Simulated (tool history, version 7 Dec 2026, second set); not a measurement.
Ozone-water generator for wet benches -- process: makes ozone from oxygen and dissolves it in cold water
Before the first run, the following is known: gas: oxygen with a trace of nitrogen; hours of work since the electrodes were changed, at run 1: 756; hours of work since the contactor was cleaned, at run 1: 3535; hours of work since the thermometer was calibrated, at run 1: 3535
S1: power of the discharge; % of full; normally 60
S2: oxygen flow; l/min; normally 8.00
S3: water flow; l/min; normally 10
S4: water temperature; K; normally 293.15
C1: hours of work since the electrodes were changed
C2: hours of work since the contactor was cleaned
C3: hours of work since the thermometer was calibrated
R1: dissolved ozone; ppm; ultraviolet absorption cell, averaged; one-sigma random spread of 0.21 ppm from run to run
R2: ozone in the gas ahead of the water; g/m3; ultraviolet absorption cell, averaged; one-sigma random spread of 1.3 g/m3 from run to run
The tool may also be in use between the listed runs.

run	day	S1	S2	S3	S4	C1	C2	C3	R1	R2
1	0.000	60	8.00	10	293.15	756	3535	3535	29.9	232.1
2	1.792	60	6.43	10	293.15	797	3576	3576	31.9	263.2
3	3.221	60	6.43	10	293.15	829	3608	3608	31.6	262.0
4	4.950	60	8.00	10	293.15	869	3648	3648	29.9	230.2
5	5.875	60	8.00	15	293.15	890	3669	3669	22.3	229.5
6	8.012	60	8.00	15	293.15	938	3717	3717	22.0	231.4
7	9.142	60	8.00	10	293.15	964	3743	3743	30.0	230.8
8	11.017	60	11.11	10	293.15	1006	3785	3785	27.0	191.8
9	13.017	60	11.11	10	293.15	1051	3830	3830	26.8	191.5
10	14.725	60	8.00	10	293.15	1090	3869	3869	29.6	229.7
11	16.817	60	8.00	10	293.15	1138	3917	3917	29.8	228.4
12	18.104	60	8.00	10	293.15	1167	3946	3946	30.0	230.1
13	19.258	60	13.18	10	293.15	1193	3972	3972	25.2	171.5
14	21.288	60	9.93	10	293.15	1239	4018	4018	27.5	204.3
15	22.333	60	9.93	10	293.15	1263	4042	4042	27.9	201.5
16	23.938	60	9.93	10	293.15	1299	4078	4078	27.5	202.7
17	25.275	69	6.59	8	293.15	1329	4108	4108	39.9	282.1
18	27.083	60	8.00	8	293.15	1370	4149	4149	33.9	230.1
19	28.996	63	12.35	8	298.15	1414	4193	4193	25.9	184.2
20	31.183	63	12.35	8	298.15	1463	4242	4242	26.2	185.7
21	32.821	63	12.35	8	298.15	1500	4279	4279	25.9	184.2
22	34.496	63	4.46	8	298.15	1538	4317	4317	37.0	325.6
23	35.792	60	8.00	10	293.15	1568	4347	4347	29.4	228.7
24	37.571	77	10.78	7	289.15	1608	4387	4387	42.6	227.7
25	39.258	77	10.78	7	289.15	1646	4425	4425	42.9	228.7
26	40.779	99	8.00	10	293.15	1681	4460	4460	41.0	319.6
27	42.429	60	8.00	6	293.15	1718	4497	4497	39.0	226.9
28	43.733	86	4.70	10	293.15	1748	4527	4527	42.2	388.9
29	44.629	60	8.31	11	290.15	1768	4547	4547	29.0	221.1
30	46.671	95	8.00	12	293.15	1814	4593	4593	35.2	307.3
31	48.017	95	7.17	12	293.15	1845	4624	4624	35.4	328.7
32	49.379	60	13.18	10	293.15	1876	4655	4655	24.3	171.6

Here are 5 independent what-if runs from the current tool condition. What would each one return?
A	51.167	60	8.32	10	293.15	1916	4695	4695	?	?
B	51.167	60	8.00	12	295.15	1916	4695	4695	?	?
C	51.167	57	8.00	10	293.15	1916	4695	4695	?	?
D	51.167	83	13.18	7	291.15	1916	4695	4695	?	?
E	51.167	53	11.92	10	291.15	1916	4695	4695	?	?

run	R1	R2
A	28.7	222.3
B	24.4	225.5
C	27.6	219.1
D	38.8	211.7
E	24.6	165.1
Take away the tool's hidden state, keep each run's random variation, and the runs would have read:
run	R1	R2
A	30.8	230.9
B	26.2	234.3
C	29.6	227.2
D	41.9	222.0
E	26.3	170.9
